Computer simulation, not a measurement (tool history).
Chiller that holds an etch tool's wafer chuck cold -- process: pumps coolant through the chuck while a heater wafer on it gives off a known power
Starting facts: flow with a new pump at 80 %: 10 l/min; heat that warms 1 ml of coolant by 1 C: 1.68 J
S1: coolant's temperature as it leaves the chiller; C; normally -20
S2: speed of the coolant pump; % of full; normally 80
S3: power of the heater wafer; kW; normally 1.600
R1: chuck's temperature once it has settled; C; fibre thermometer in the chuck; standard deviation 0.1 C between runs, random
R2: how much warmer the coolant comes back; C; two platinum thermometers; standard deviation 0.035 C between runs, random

run,hour,S1,S2,S3,R1,R2
1,0.0,-20,80,1.600,-4.4,6.15
2,107.2,-20,80,1.600,-4.5,6.19
3,168.4,-20,79,1.600,-4.2,6.29
4,255.0,-20,79,1.600,-4.1,6.31
5,303.6,-20,80,1.600,-4.4,6.20
6,381.5,-20,80,1.600,-4.1,6.26
7,460.3,-20,80,1.600,-3.9,6.21
8,515.1,-20,80,1.600,-4.1,6.24
9,569.2,-20,79,1.600,-3.7,6.40
10,676.7,-20,65,1.255,-4.9,6.09
11,749.1,-17,88,1.973,1.4,7.06
12,850.6,-17,74,1.043,-5.7,4.49
13,918.5,-29,60,1.600,-8.2,8.53
14,1013.5,-29,60,1.494,-9.6,7.94

Forecast each of these 4 alternatives for the next run:
A,1088.8,-22,80,1.783,?,?
B,1088.8,-15,63,0.893,?,?
C,1088.8,-14,74,0.802,?,?
D,1088.8,-14,91,2.237,?,?

run,R1,R2
A,-3.4,7.13
B,-3.9,4.54
C,-5.3,3.47
D,6.5,7.91
Without the tool's unlogged condition, the same runs would have read:
run,R1,R2
A,-6.1,6.37
B,-5.4,4.05
C,-6.4,3.10
D,3.5,7.07
